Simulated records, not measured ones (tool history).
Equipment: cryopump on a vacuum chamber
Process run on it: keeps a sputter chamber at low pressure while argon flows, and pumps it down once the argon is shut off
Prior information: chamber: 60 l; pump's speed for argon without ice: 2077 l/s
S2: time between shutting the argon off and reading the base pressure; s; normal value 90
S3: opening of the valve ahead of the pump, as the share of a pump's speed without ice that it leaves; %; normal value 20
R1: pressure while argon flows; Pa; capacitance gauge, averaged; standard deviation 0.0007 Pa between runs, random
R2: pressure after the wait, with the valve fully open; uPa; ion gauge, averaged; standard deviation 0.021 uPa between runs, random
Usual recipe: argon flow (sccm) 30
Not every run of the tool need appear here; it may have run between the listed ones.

{"run": 1, "hour": 0.0, "argon flow (sccm)": 30, "S2": 90, "S3": 20, "R1": 0.1244, "R2": 0.63}
{"run": 2, "hour": 21.7, "argon flow (sccm)": 30, "S2": 90, "S3": 20, "R1": 0.1245, "R2": 0.63}
{"run": 3, "hour": 43.6, "argon flow (sccm)": 30, "S2": 90, "S3": 25, "R1": 0.0995, "R2": 0.57}
{"run": 4, "hour": 67.9, "argon flow (sccm)": 30, "S2": 90, "S3": 25, "R1": 0.0996, "R2": 0.64}
{"run": 5, "hour": 96.0, "argon flow (sccm)": 30, "S2": 90, "S3": 25, "R1": 0.0999, "R2": 0.63}
{"run": 6, "hour": 115.4, "argon flow (sccm)": 30, "S2": 90, "S3": 30, "R1": 0.0836, "R2": 0.67}
{"run": 7, "hour": 135.4, "argon flow (sccm)": 30, "S2": 90, "S3": 30, "R1": 0.0845, "R2": 0.64}
{"run": 8, "hour": 147.3, "argon flow (sccm)": 30, "S2": 90, "S3": 20, "R1": 0.1242, "R2": 0.66}
{"run": 9, "hour": 160.1, "argon flow (sccm)": 30, "S2": 54, "S3": 33, "R1": 0.0766, "R2": 0.76}
{"run": 10, "hour": 175.7, "argon flow (sccm)": 30, "S2": 54, "S3": 33, "R1": 0.0763, "R2": 0.78}

The next listed run, before its measurement:
{"run": 11, "hour": 196.5, "argon flow (sccm)": 40, "S2": 44, "S3": 20, "R1": "?", "R2": "?"}

R1: 0.1672 Pa
R2: 0.84 uPa
On a tool with no hidden condition, and with the same random variation, this run would have come out at R1 0.1639 Pa, R2 0.52 uPa.
